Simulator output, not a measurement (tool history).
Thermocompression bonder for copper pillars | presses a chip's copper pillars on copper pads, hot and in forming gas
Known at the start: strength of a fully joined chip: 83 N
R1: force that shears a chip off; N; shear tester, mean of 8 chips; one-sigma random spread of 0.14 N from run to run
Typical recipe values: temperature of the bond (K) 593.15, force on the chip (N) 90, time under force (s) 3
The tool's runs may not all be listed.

{"run": 1, "hour": 0.0, "temperature of the bond (K)": 593.15, "force on the chip (N)": 90, "time under force (s)": 3, "R1": 48.3}
{"run": 2, "hour": 58.6, "temperature of the bond (K)": 593.15, "force on the chip (N)": 90, "time under force (s)": 3, "R1": 48.1}
{"run": 3, "hour": 121.6, "temperature of the bond (K)": 593.15, "force on the chip (N)": 90, "time under force (s)": 3, "R1": 47.8}
{"run": 4, "hour": 187.5, "temperature of the bond (K)": 593.15, "force on the chip (N)": 90, "time under force (s)": 9, "R1": 63.8}
{"hour": 197.0, "done": "force cell calibrated"}
{"hour": 228.1, "done": "forming gas filter changed"}
{"run": 5, "hour": 269.6, "temperature of the bond (K)": 593.15, "force on the chip (N)": 90, "time under force (s)": 3, "R1": 48.7}
{"run": 6, "hour": 362.9, "temperature of the bond (K)": 593.15, "force on the chip (N)": 90, "time under force (s)": 3, "R1": 48.4}
{"hour": 381.5, "done": "force cell calibrated, once more"}
{"run": 7, "hour": 404.0, "temperature of the bond (K)": 593.15, "force on the chip (N)": 90, "time under force (s)": 3, "R1": 50.1}
{"run": 8, "hour": 445.3, "temperature of the bond (K)": 594.15, "force on the chip (N)": 61, "time under force (s)": 3, "R1": 41.7}
{"run": 9, "hour": 495.0, "temperature of the bond (K)": 594.15, "force on the chip (N)": 61, "time under force (s)": 3, "R1": 41.8}
{"run": 10, "hour": 535.8, "temperature of the bond (K)": 614.15, "force on the chip (N)": 127, "time under force (s)": 3, "R1": 65.8}
{"hour": 579.1, "done": "forming gas filter changed"}
{"run": 11, "hour": 583.7, "temperature of the bond (K)": 614.15, "force on the chip (N)": 127, "time under force (s)": 3, "R1": 67.3}
{"run": 12, "hour": 642.4, "temperature of the bond (K)": 601.15, "force on the chip (N)": 115, "time under force (s)": 2, "R1": 54.6}
{"run": 13, "hour": 723.6, "temperature of the bond (K)": 601.15, "force on the chip (N)": 115, "time under force (s)": 2, "R1": 54.6}

Difference, measured minus no-hidden-state, one row per run. Run-to-run variation is common to both terms; the gauge's own scatter need not be:
Hidden state at play: true temperature of the bond over the reading, C; force that reaches the chip, % of what is set; oxide that the forming gas leaves, % of the face; drift of the gauge itself on shear_n, %.
run=1 R1=-0.5
run=2 R1=-0.6
run=3 R1=-0.6
run=4 R1=-1.1
run=5 R1=-0.2
run=6 R1=-0.1
run=7 R1=+1.8
run=8 R1=+1.8
run=9 R1=+1.8
run=10 R1=+0.8
run=11 R1=+2.4
run=12 R1=+2.9
run=13 R1=+2.8
